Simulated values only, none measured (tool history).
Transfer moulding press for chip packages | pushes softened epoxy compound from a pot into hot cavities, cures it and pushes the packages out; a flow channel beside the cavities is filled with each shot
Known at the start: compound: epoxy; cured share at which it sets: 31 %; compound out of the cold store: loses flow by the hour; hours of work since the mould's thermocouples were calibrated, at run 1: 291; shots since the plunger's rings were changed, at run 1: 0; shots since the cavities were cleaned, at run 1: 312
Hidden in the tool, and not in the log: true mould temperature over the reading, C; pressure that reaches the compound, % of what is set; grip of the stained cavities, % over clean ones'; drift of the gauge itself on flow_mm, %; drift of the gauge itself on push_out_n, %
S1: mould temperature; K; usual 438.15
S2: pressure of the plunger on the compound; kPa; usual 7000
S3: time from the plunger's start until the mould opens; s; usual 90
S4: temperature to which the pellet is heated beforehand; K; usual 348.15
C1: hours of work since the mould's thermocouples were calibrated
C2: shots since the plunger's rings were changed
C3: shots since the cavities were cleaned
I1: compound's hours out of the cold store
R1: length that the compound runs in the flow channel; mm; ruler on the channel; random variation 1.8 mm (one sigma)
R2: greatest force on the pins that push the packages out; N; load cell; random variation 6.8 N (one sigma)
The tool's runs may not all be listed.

run,hour,S1,S2,S3,S4,C1,C2,C3,I1,R1,R2
1,0,438.15,7000,90,348.15,291,0,312,14.3,911,455
2,13.1,438.15,7000,90,348.15,301,195,507,45,786,493
3,24.2,438.15,7000,90,348.15,310,361,673,23.6,867,501
# hour 27.1: cavities cleaned with cleaning compound and waxed
4,34.7,438.15,7000,90,348.15,316,496,114,21.4,876,345
5,47,438.15,7000,90,348.15,326,679,297,40,801,434
6,60.7,438.15,7000,90,348.15,336,883,501,45.6,780,480
7,69.5,438.15,7000,90,348.15,342,1014,632,28.4,843,511
# hour 75.4: cavities cleaned with cleaning compound and waxed
8,78.6,438.15,7000,90,348.15,348,1127,48,28.6,841,321
9,90.7,438.15,7000,90,348.15,357,1307,228,10,920,398
10,105.1,438.15,7000,90,348.15,368,1522,443,15.4,897,459
11,111.7,438.15,7000,90,356.15,373,1620,541,24.9,853,479
12,119.5,438.15,7000,90,348.15,379,1737,658,24,857,525
# hour 123.7: cavities cleaned with cleaning compound and waxed
13,135.1,438.15,7000,90,348.15,389,1947,169,15.4,890,388
14,148.4,438.15,7000,86,348.15,399,2146,368,20.2,869,480
15,161.9,438.15,7000,90,348.15,409,2347,569,35.3,808,497
# hour 164.7: mould's thermocouples calibrated
# hour 173.3: cavities cleaned with cleaning compound and waxed
16,178.6,438.15,6380,90,351.15,9,2543,78,26,805,320
# hour 184.3: plunger's sealing rings changed
17,191.1,438.15,6380,90,351.15,17,101,227,25.2,824,379
# hour 199.9: mould's thermocouples calibrated, once more
18,206.5,438.15,6380,90,351.15,5,301,427,28.3,814,481
19,221,445.15,7000,90,350.15,16,517,643,9.1,905,476
# hour 225.7: cavities cleaned with cleaning compound and waxed
20,236.1,445.15,7780,97,350.15,26,720,154,42.7,818,338
21,244.7,445.15,7780,97,350.15,32,848,282,47.5,801,397
22,255.4,438.15,8740,112,346.15,40,1008,442,23.1,969,445
23,262.7,438.15,8740,112,358.15,46,1117,551,42.1,887,458
24,270.3,444.15,5910,90,355.15,52,1229,663,35,739,497
# hour 274.3: cavities cleaned with cleaning compound and waxed
25,281.9,443.15,7330,90,355.15,59,1380,114,28.1,852,328
26,294,438.15,7000,104,348.15,68,1560,294,23.5,869,413
27,302.1,438.15,5570,90,344.15,74,1681,415,43,704,460
28,308.5,440.15,5430,72,354.15,79,1777,511,27.1,739,558
# hour 322.5: cavities cleaned with cleaning compound and waxed
29,323.6,440.15,5430,72,354.15,89,1979,15,14.9,786,351

Forecast each of these 3 alternatives for the next run:
A,334.6,438.15,7000,90,340.15,98,2144,180,24.3,?,?
B,334.6,440.15,5430,91,356.15,98,2144,180,37.7,?,?
C,334.6,438.15,6660,127,354.15,98,2144,180,34.2,?,?

run,R1,R2
A,859,379
B,703,367
C,798,342
Without the tool's hidden state the same runs would have given:
run,R1,R2
A,872,272
B,714,264
C,811,243
